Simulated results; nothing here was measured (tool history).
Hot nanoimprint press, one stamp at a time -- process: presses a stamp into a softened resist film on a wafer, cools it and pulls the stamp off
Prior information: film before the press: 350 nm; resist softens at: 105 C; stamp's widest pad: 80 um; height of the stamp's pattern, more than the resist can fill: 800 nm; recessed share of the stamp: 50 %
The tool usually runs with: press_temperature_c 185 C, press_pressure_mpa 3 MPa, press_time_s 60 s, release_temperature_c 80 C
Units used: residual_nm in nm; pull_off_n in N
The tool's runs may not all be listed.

| run | hour | press_temperature_c | press_pressure_mpa | press_time_s | release_temperature_c | residual_nm | pull_off_n |
|---|---|---|---|---|---|---|---|
| 1 | 0 | 185 | 3 | 60 | 80 | 130.1 | 226 |
| 2 | 29 | 185 | 3 | 60 | 66 | 128.2 | 309 |
| 3 | 69.8 | 185 | 3 | 60 | 66 | 128.2 | 308 |
| 4 | 116.4 | 185 | 3 | 60 | 66 | 127.6 | 311 |
| 5 | 140.5 | 185 | 3 | 60 | 66 | 127.7 | 305 |
| 6 | 191.5 | 185 | 3 | 60 | 66 | 128.6 | 313 |
| 7 | 232 | 185 | 3 | 60 | 66 | 126.8 | 319 |
| 8 | 266.1 | 185 | 2.9 | 60 | 80 | 129 | 230 |
| 9 | 315.2 | 181 | 2.9 | 60 | 80 | 157.5 | 233 |
| 10 | 365.5 | 181 | 2.9 | 60 | 80 | 155.7 | 234 |
|  | 399.9 | plate thermocouple calibrated |
| 11 | 404.5 | 183 | 3 | 60 | 80 | 134.5 | 228 |
| 12 | 442.2 | 183 | 3 | 60 | 80 | 133.5 | 223 |
| 13 | 483.3 | 183 | 3 | 60 | 80 | 130.1 | 230 |
|  | 489.8 | plate thermocouple calibrated, once more |
|  | 495.8 | stamp cleaned and given a new release coat |
| 14 | 517.7 | 183 | 3 | 60 | 80 | 157.5 | 209 |
| 15 | 542.9 | 183 | 3 | 60 | 80 | 155.8 | 215 |
| 16 | 588.3 | 183 | 3 | 60 | 80 | 157.2 | 210 |
| 17 | 644.9 | 183 | 3 | 30 | 66 | 198.1 | 302 |
| 18 | 698.2 | 183 | 3 | 30 | 66 | 198.5 | 307 |
| 19 | 740.4 | 183 | 3 | 30 | 66 | 198.2 | 315 |
| 20 | 781 | 183 | 3 | 30 | 66 | 198.3 | 310 |
| 21 | 821.8 | 182 | 3 | 60 | 80 | 160.6 | 227 |
| 22 | 864.5 | 182 | 3 | 60 | 80 | 160.8 | 235 |
| 23 | 906 | 186 | 2.59 | 69 | 85 | 132.2 | 197 |
| 24 | 932.8 | 186 | 2.59 | 69 | 85 | 130.7 | 197 |
| 25 | 985.1 | 186 | 2.59 | 69 | 85 | 129.9 | 207 |
| 26 | 1038.7 | 186 | 2.59 | 69 | 85 | 128.1 | 201 |
| 27 | 1072.7 | 185 | 3 | 60 | 87 | 133.7 | 189 |
| 28 | 1097 | 185 | 3 | 60 | 87 | 135.4 | 195 |
| 29 | 1152.2 | 185 | 3 | 60 | 87 | 135.1 | 196 |
| 30 | 1181.9 | 193 | 3.75 | 100 | 81 | 64.8 | 232 |

Some steps in residual_nm between neighbouring runs. How much of each would the tool show without its hidden state too (settings, what came in, random variation), and how much is left for the hidden state, with any gauge scatter that isn't in both results?
The tool's hidden condition here consists of: true temperature over the reading, C; pressure that arrives at the usual setting, %; grip of the stamp's worn release coat, % over a new coat's; drift of the gauge itself on residual_nm, %; drift of the gauge itself on pull_off_n, %.
Run 8 -> 9: press_temperature_c 185 -> 181. residual_nm +28.5 nm: hidden state -3.1, all else +31.6.
Run 10 -> 11: press_temperature_c 181 -> 183, press_pressure_mpa 2.9 -> 3, plate thermocouple calibrated. residual_nm -21.2 nm: hidden state -6.8, all else -14.4.
Run 13 -> 14: plate thermocouple calibrated, once more, stamp cleaned and given a new release coat. residual_nm +27.4 nm: hidden state +26, all else +1.4.
Run 16 -> 17: press_time_s 60 -> 30, release_temperature_c 80 -> 66. residual_nm +40.9 nm: hidden state -0.5, all else +41.4.
Run 20 -> 21: press_temperature_c 183 -> 182, press_time_s 30 -> 60, release_temperature_c 66 -> 80. residual_nm -37.7 nm: hidden state -0.5, all else -37.2.
Run 29 -> 30: press_temperature_c 185 -> 193, press_pressure_mpa 3 -> 3.75, press_time_s 60 -> 100, release_temperature_c 87 -> 81. residual_nm -70.3 nm: hidden state +2.5, all else -72.8.
